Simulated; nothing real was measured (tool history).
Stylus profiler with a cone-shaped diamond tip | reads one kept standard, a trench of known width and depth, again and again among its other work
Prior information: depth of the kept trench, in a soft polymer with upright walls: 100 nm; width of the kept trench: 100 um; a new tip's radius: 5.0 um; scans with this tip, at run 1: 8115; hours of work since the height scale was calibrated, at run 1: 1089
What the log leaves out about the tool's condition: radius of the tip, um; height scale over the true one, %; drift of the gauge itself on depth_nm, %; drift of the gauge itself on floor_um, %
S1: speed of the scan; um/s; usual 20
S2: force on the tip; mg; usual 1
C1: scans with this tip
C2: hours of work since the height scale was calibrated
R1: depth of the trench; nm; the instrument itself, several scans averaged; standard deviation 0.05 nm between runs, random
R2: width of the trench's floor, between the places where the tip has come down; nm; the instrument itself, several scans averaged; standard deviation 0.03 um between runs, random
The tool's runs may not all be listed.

Run 1, hour 0: usual settings; C1 8115; C2 1089. Result: R1 100.37 nm, R2 97250 nm.
Run 2, hour 61.3: usual settings but S1 31 um/s; C1 8324; C2 1117. Result: R1 100.29 nm, R2 97200 nm.
Run 3, hour 141.1: usual settings but S1 31 um/s; C1 8596; C2 1154. Result: R1 100.33 nm, R2 97130 nm.
Run 4, hour 214.7: usual settings but S2 2.33 mg; C1 8847; C2 1187. Result: R1 100.72 nm, R2 97250 nm.
Run 5, hour 290.3: usual settings; C1 9104; C2 1222. Result: R1 100.28 nm, R2 97220 nm.
Run 6, hour 338.4: usual settings but S1 13 um/s; C1 9268; C2 1244. Result: R1 100.3 nm, R2 97250 nm.
Run 7, hour 402.5: usual settings but S1 11 um/s; C1 9487; C2 1273. Result: R1 100.24 nm, R2 97210 nm.
Run 8, hour 476: usual settings but S1 11 um/s; C1 9738; C2 1307. Result: R1 100.16 nm, R2 97200 nm.
Run 9, hour 561.6: usual settings but S1 11 um/s; C1 10029; C2 1346. Result: R1 100.27 nm, R2 97220 nm.
Run 10, hour 626.3: usual settings but S1 11 um/s; C1 10250; C2 1376. Result: R1 100.29 nm, R2 97130 nm.
Run 11, hour 702.3: usual settings but S1 11 um/s; C1 10509; C2 1410. Result: R1 100.25 nm, R2 97170 nm.
Run 12, hour 757.9: usual settings; C1 10699; C2 1436. Result: R1 100.16 nm, R2 97070 nm.
Run 13, hour 829.3: usual settings but S1 69 um/s; C1 10942; C2 1468. Result: R1 100.26 nm, R2 96630 nm.
Run 14, hour 875: usual settings but S1 69 um/s; C1 11098; C2 1489. Result: R1 100.09 nm, R2 96640 nm.
Run 15, hour 925.3: usual settings; C1 11270; C2 1512. Result: R1 100.17 nm, R2 97090 nm.
Run 16, hour 995.5: usual settings; C1 11509; C2 1545. Result: R1 100.21 nm, R2 96960 nm.
Run 17, hour 1038: usual settings but S2 1.84 mg; C1 11654; C2 1564. Result: R1 100.48 nm, R2 97040 nm.
Run 18, hour 1113.4: usual settings but S2 1.84 mg; C1 11911; C2 1599. Result: R1 100.43 nm, R2 97040 nm.
Run 19, hour 1185.2: usual settings but S2 1.53 mg; C1 12156; C2 1631. Result: R1 100.32 nm, R2 96990 nm.
At hour 1255.6: height scale calibrated on a step standard.
Run 20, hour 1267.1: usual settings but S2 1.53 mg; C1 12434; C2 5. Result: R1 100.73 nm, R2 96960 nm.
Run 21, hour 1338.2: usual settings but S2 0.59 mg; C1 12676; C2 38. Result: R1 100.45 nm, R2 96890 nm.
Run 22, hour 1402: usual settings but S2 0.59 mg; C1 12893; C2 67. Result: R1 100.44 nm, R2 96890 nm.
Run 23, hour 1459.5: usual settings but S2 0.59 mg; C1 13090; C2 93. Result: R1 100.42 nm, R2 96890 nm.
Run 24, hour 1507.3: usual settings but S1 59 um/s; C1 13252; C2 115. Result: R1 100.58 nm, R2 96640 nm.
Run 25, hour 1545.8: usual settings but S1 42 um/s, S2 1.49 mg; C1 13384; C2 133. Result: R1 100.66 nm, R2 96780 nm.
Run 26, hour 1622.4: usual settings but S1 13 um/s, S2 0.38 mg; C1 13645; C2 168. Result: R1 100.09 nm, R2 96880 nm.
Run 27, hour 1667.8: usual settings but S1 13 um/s, S2 0.38 mg; C1 13800; C2 189. Result: R1 100.16 nm, R2 96860 nm.
Run 28, hour 1752.5: usual settings but S1 32 um/s, S2 0.35 mg; C1 14089; C2 227. Result: R1 100.18 nm, R2 96600 nm.
Run 29, hour 1809.2: usual settings but S1 39 um/s, S2 0.4 mg; C1 14282; C2 253. Result: R1 100.22 nm, R2 96550 nm.
Run 30, hour 1858.8: usual settings but S1 74 um/s, S2 2.93 mg; C1 14451; C2 276. Result: R1 101.11 nm, R2 96630 nm.
Run 31, hour 1942.5: usual settings but S1 6 um/s, S2 1.98 mg; C1 14736; C2 314. Result: R1 101.01 nm, R2 96930 nm.
Run 32, hour 2015.9: usual settings but S1 27 um/s, S2 1.24 mg; C1 14987; C2 348. Result: R1 100.52 nm, R2 96830 nm.
Run 33, hour 2072.1: usual settings but S1 27 um/s, S2 1.24 mg; C1 15178; C2 374. Result: R1 100.71 nm, R2 96800 nm.
Run 34, hour 2156.8: usual settings but S1 14 um/s, S2 0.68 mg; C1 15467; C2 412. Result: R1 100.35 nm, R2 96820 nm.
Run 35, hour 2214.3: usual settings but S1 23 um/s, S2 0.58 mg; C1 15663; C2 439. Result: R1 100.23 nm, R2 96670 nm.
Run 36, hour 2268.1: usual settings but S1 11 um/s, S2 0.66 mg; C1 15847; C2 463. Result: R1 100.38 nm, R2 96800 nm.
Run 37, hour 2336.8: usual settings but S1 11 um/s, S2 0.66 mg; C1 16081; C2 495. Result: R1 100.4 nm, R2 96790 nm.
Run 38, hour 2422.2: usual settings but S1 69 um/s, S2 0.82 mg; C1 16372; C2 534. Result: R1 100.41 nm, R2 96290 nm.
Run 39, hour 2505.6: usual settings but S1 34 um/s, S2 0.82 mg; C1 16657; C2 572. Result: R1 100.34 nm, R2 96610 nm.
Run 40, hour 2580: usual settings but S1 34 um/s, S2 0.82 mg; C1 16910; C2 606. Result: R1 100.35 nm, R2 96520 nm.
Run 41, hour 2625.7: usual settings but S1 34 um/s, S2 0.82 mg; C1 17066; C2 627. Result: R1 100.35 nm, R2 96480 nm.
Run 42, hour 2662.2: usual settings but S1 34 um/s, S2 0.82 mg; C1 17190; C2 644. Result: R1 100.32 nm, R2 96530 nm.
Run 43, hour 2732.3: usual settings but S1 34 um/s, S2 0.82 mg; C1 17429; C2 676. Result: R1 100.33 nm, R2 96510 nm.
Run 44, hour 2810: usual settings but S1 34 um/s, S2 0.82 mg; C1 17694; C2 711. Result: R1 100.35 nm, R2 96540 nm.

4 ways to go on from here, each from the tool as it stands after run 44. What would each give?
Run A, hour 2847.7: usual settings but S1 8 um/s, S2 1.2 mg; C1 17823; C2 729. Result: R1 ?, R2 ?.
Run B, hour 2847.7: usual settings but S1 24 um/s, S2 0.82 mg; C1 17823; C2 729. Result: R1 ?, R2 ?.
Run C, hour 2847.7: usual settings but S1 34 um/s, S2 0.83 mg; C1 17823; C2 729. Result: R1 ?, R2 ?.
Run D, hour 2847.7: usual settings but S1 34 um/s, S2 1.97 mg; C1 17823; C2 729. Result: R1 ?, R2 ?.

run      R1     R2
  A   100.4  96700
  B  100.34  96570
  C  100.29  96530
  D  100.82  96640
What these runs would have given with no unlogged condition in the tool:
run      R1     R2
  A  100.63  97900
  B  100.57  97770
  C  100.52  97740
  D  101.05  97840
